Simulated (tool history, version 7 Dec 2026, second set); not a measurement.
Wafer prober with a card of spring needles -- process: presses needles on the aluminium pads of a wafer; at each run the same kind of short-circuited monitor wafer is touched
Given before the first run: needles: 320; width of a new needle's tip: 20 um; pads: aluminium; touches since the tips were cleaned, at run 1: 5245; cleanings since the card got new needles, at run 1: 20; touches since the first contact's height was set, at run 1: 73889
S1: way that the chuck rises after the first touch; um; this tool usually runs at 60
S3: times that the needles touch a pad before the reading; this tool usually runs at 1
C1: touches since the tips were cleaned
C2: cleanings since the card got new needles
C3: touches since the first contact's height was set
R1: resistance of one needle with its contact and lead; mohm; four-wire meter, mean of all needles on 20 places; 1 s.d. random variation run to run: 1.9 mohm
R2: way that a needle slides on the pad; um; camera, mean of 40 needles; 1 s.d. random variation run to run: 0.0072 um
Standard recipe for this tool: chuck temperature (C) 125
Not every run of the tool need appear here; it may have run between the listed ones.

run 1 day=0.000 | S1=60 chuck_temperature_(C)=125 S3=1 | C1=5245 C2=20 C3=73889 | R1=453 R2=9.440
-- day=0.204 tips cleaned on abrasive film
run 2 day=0.500 | S1=60 chuck_temperature_(C)=125 S3=1 | C1=2681 C2=21 C3=78375 | R1=484 R2=9.420
run 3 day=0.775 | S1=60 chuck_temperature_(C)=125 S3=1 | C1=5161 C2=21 C3=80855 | R1=475 R2=9.428
-- day=0.967 tips cleaned on abrasive film
run 4 day=1.029 | S1=60 chuck_temperature_(C)=110 S3=1 | C1=553 C2=22 C3=83121 | R1=283 R2=9.424
run 5 day=1.521 | S1=60 chuck_temperature_(C)=110 S3=1 | C1=5022 C2=22 C3=87590 | R1=445 R2=9.414
-- day=1.746 tips cleaned on abrasive film
-- day=1.875 height of the first contact set anew
run 6 day=1.883 | S1=60 chuck_temperature_(C)=110 S3=1 | C1=1119 C2=23 C3=79 | R1=322 R2=9.484
run 7 day=2.250 | S1=60 chuck_temperature_(C)=110 S3=1 | C1=4457 C2=23 C3=3417 | R1=442 R2=9.493
-- day=2.292 tips cleaned on abrasive film, once more
run 8 day=2.767 | S1=60 chuck_temperature_(C)=110 S3=1 | C1=4297 C2=24 C3=8033 | R1=430 R2=9.487
-- day=3.092 tips cleaned on abrasive film
run 9 day=3.246 | S1=60 chuck_temperature_(C)=125 S3=1 | C1=1402 C2=25 C3=12358 | R1=355 R2=9.483
run 10 day=3.650 | S1=60 chuck_temperature_(C)=35 S3=1 | C1=5034 C2=25 C3=15990 | R1=456 R2=9.480
-- day=3.896 tips cleaned on abrasive film
run 11 day=3.988 | S1=62 chuck_temperature_(C)=125 S3=1 | C1=826 C2=26 C3=19019 | R1=295 R2=9.787
run 12 day=4.262 | S1=62 chuck_temperature_(C)=62 S3=1 | C1=3311 C2=26 C3=21504 | R1=419 R2=9.792
run 13 day=4.621 | S1=68 chuck_temperature_(C)=62 S3=1 | C1=6560 C2=26 C3=24753 | R1=411 R2=10.733
-- day=4.667 tips cleaned on abrasive film
run 14 day=5.062 | S1=60 chuck_temperature_(C)=125 S3=1 | C1=3570 C2=27 C3=28698 | R1=427 R2=9.466
run 15 day=5.404 | S1=46 chuck_temperature_(C)=28 S3=2 | C1=6648 C2=27 C3=31776 | R1=483 R2=7.246
-- day=5.450 tips cleaned on abrasive film
run 16 day=5.679 | S1=44 chuck_temperature_(C)=35 S3=1 | C1=2090 C2=28 C3=34240 | R1=562 R2=6.936
run 17 day=6.188 | S1=79 chuck_temperature_(C)=51 S3=1 | C1=6691 C2=28 C3=38841 | R1=359 R2=12.473
-- day=6.217 tips cleaned on abrasive film
run 18 day=6.696 | S1=77 chuck_temperature_(C)=78 S3=1 | C1=4347 C2=29 C3=43403 | R1=350 R2=12.146
-- day=7.000 tips cleaned on abrasive film
run 19 day=7.000 | S1=61 chuck_temperature_(C)=73 S3=1 | C1=0 C2=30 C3=46124 | R1=227 R2=9.608
run 20 day=7.379 | S1=61 chuck_temperature_(C)=73 S3=1 | C1=3426 C2=30 C3=49550 | R1=427 R2=9.589
-- day=7.788 tips cleaned on abrasive film
run 21 day=7.879 | S1=61 chuck_temperature_(C)=73 S3=1 | C1=820 C2=31 C3=54025 | R1=300 R2=9.601
run 22 day=8.392 | S1=61 chuck_temperature_(C)=73 S3=1 | C1=5479 C2=31 C3=58684 | R1=448 R2=9.595
-- day=8.567 tips cleaned on abrasive film
run 23 day=8.779 | S1=67 chuck_temperature_(C)=125 S3=2 | C1=1932 C2=32 C3=62152 | R1=285 R2=10.552
run 24 day=9.238 | S1=71 chuck_temperature_(C)=125 S3=1 | C1=6052 C2=32 C3=66272 | R1=383 R2=11.167
-- day=9.329 tips cleaned on abrasive film
run 25 day=9.479 | S1=71 chuck_temperature_(C)=125 S3=1 | C1=1332 C2=33 C3=68423 | R1=315 R2=11.172
run 26 day=9.821 | S1=60 chuck_temperature_(C)=26 S3=1 | C1=4431 C2=33 C3=71522 | R1=458 R2=9.434
-- day=10.117 tips cleaned on abrasive film
run 27 day=10.254 | S1=44 chuck_temperature_(C)=26 S3=1 | C1=1228 C2=34 C3=75402 | R1=455 R2=6.889
run 28 day=10.546 | S1=67 chuck_temperature_(C)=26 S3=3 | C1=3858 C2=34 C3=78032 | R1=260 R2=10.537

Across each entry between runs, compare the hidden state at the last listed run before it with the hidden state at the first listed run after it:
Between runs 1 and 2: tips cleaned on abrasive film (day 0.204)
  debris on the tips, nm: 109.9 -> 123.1; way that the needles fall short of the set height, um: 0.35 -> 0.39; tips' diameter, um: 20.27 -> 20.34
  difference, measured minus the result without the unlogged condition, R1: +243 -> +275 mohm; R2: -0.056 -> -0.062 um
Between runs 3 and 4: tips cleaned on abrasive film (day 0.967)
  debris on the tips, nm: 119 -> 34.6; way that the needles fall short of the set height, um: 0.39 -> 0.43; tips' diameter, um: 20.34 -> 20.35
  difference, measured minus the result without the unlogged condition, R1: +265 -> +79 mohm; R2: -0.063 -> -0.067 um
Between runs 5 and 6: tips cleaned on abrasive film (day 1.746); height of the first contact set anew (day 1.875)
  debris on the tips, nm: 106.4 -> 52.2; way that the needles fall short of the set height, um: 0.43 -> 0; tips' diameter, um: 20.35 -> 20.37
  difference, measured minus the result without the unlogged condition, R1: +240 -> +117 mohm; R2: -0.068 -> +0.000 um
Between runs 7 and 8: tips cleaned on abrasive film, once more (day 2.292)
  debris on the tips, nm: 103.9 -> 102.1; way that the needles fall short of the set height, um: 0 -> 0.04; tips' diameter, um: 20.37 -> 20.39
  difference, measured minus the result without the unlogged condition, R1: +234 -> +227 mohm; R2: +0.000 -> -0.007 um
Between runs 8 and 9: tips cleaned on abrasive film (day 3.092)
  debris on the tips, nm: 102.1 -> 65.6; way that the needles fall short of the set height, um: 0.04 -> 0.09; tips' diameter, um: 20.39 -> 20.4
  difference, measured minus the result without the unlogged condition, R1: +227 -> +145 mohm; R2: -0.007 -> -0.014 um
Between runs 10 and 11: tips cleaned on abrasive film (day 3.896)
  debris on the tips, nm: 107.3 -> 41; way that the needles fall short of the set height, um: 0.09 -> 0.12; tips' diameter, um: 20.4 -> 20.41
  difference, measured minus the result without the unlogged condition, R1: +271 -> +86 mohm; R2: -0.014 -> -0.019 um
Between runs 13 and 14: tips cleaned on abrasive film (day 4.667)
  debris on the tips, nm: 113 -> 98.5; way that the needles fall short of the set height, um: 0.12 -> 0.16; tips' diameter, um: 20.41 -> 20.43
  difference, measured minus the result without the unlogged condition, R1: +220 -> +218 mohm; R2: -0.019 -> -0.025 um
Between runs 15 and 16: tips cleaned on abrasive film (day 5.450)
  debris on the tips, nm: 112.7 -> 79.9; way that the needles fall short of the set height, um: 0.16 -> 0.2; tips' diameter, um: 20.43 -> 20.44
  difference, measured minus the result without the unlogged condition, R1: +289 -> +367 mohm; R2: -0.025 -> -0.032 um
Between runs 17 and 18: tips cleaned on abrasive film (day 6.217)
  debris on the tips, nm: 112.8 -> 103.6; way that the needles fall short of the set height, um: 0.2 -> 0.23; tips' diameter, um: 20.44 -> 20.45
  difference, measured minus the result without the unlogged condition, R1: +171 -> +157 mohm; R2: -0.031 -> -0.036 um
Between runs 18 and 19: tips cleaned on abrasive film (day 7.000)
  debris on the tips, nm: 103.6 -> 11.5; way that the needles fall short of the set height, um: 0.23 -> 0.27; tips' diameter, um: 20.45 -> 20.47
  difference, measured minus the result without the unlogged condition, R1: +157 -> +28 mohm; R2: -0.036 -> -0.043 um
Between runs 20 and 21: tips cleaned on abrasive film (day 7.788)
  debris on the tips, nm: 95.4 -> 41.7; way that the needles fall short of the set height, um: 0.27 -> 0.31; tips' diameter, um: 20.47 -> 20.48
  difference, measured minus the result without the unlogged condition, R1: +228 -> +100 mohm; R2: -0.043 -> -0.049 um
Between runs 22 and 23: tips cleaned on abrasive film (day 8.567)
  debris on the tips, nm: 108.3 -> 72.3; way that the needles fall short of the set height, um: 0.31 -> 0.34; tips' diameter, um: 20.48 -> 20.49
  difference, measured minus the result without the unlogged condition, R1: +254 -> +80 mohm; R2: -0.049 -> -0.053 um
Between runs 24 and 25: tips cleaned on abrasive film (day 9.329)
  debris on the tips, nm: 110.9 -> 65.3; way that the needles fall short of the set height, um: 0.34 -> 0.37; tips' diameter, um: 20.49 -> 20.5
  difference, measured minus the result without the unlogged condition, R1: +180 -> +109 mohm; R2: -0.054 -> -0.058 um
Between runs 26 and 27: tips cleaned on abrasive film (day 10.117)
  debris on the tips, nm: 106.2 -> 56.1; way that the needles fall short of the set height, um: 0.37 -> 0.4; tips' diameter, um: 20.5 -> 20.51
  difference, measured minus the result without the unlogged condition, R1: +276 -> +263 mohm; R2: -0.058 -> -0.064 um
